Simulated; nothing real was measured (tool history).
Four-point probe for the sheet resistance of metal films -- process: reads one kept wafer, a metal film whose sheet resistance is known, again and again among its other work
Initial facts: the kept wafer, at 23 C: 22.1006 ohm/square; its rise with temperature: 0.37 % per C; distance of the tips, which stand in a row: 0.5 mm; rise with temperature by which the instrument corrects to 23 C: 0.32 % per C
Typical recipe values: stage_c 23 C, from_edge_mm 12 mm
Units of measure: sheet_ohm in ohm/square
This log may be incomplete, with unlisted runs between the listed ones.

run,day,stage_c,from_edge_mm,sheet_ohm
1,0.000,23,12,22.336594
2,0.654,23,12,22.335392
3,1.262,23,12,22.329981
4,2.317,19,12,22.295249
5,3.196,19,12,22.283752
6,3.629,23,12,22.334964
7,4.112,22,12,22.331046
8,5.083,22,12,22.330434
9,6.096,23,11,22.345633
10,6.933,23,11,22.356964
11,7.883,25,52,22.345203
12,8.662,22,12,22.343654
13,9.138,21,8,22.350312
14,9.729,18,7,22.331383
15,10.258,19,6,22.359166
16,10.958,19,6,22.370493
17,11.558,29,45,22.402462
18,12.038,23,5,22.456781
19,12.679,28,3,22.724524
20,13.688,24,52,22.346543

Alternative continuations, all from the tool just after run 20; predict every row:
A,14.250,24,11,?
B,14.250,25,8,?
C,14.250,20,12,?
D,14.250,23,52,?
E,14.250,23,12,?

run,sheet_ohm
A,22.374386
B,22.412416
C,22.315123
D,22.338635
E,22.357185
Had the tool no hidden state, the same runs would have come out as:
run,sheet_ohm
A,22.138405
B,22.176031
C,22.079853
D,22.103034
E,22.121405
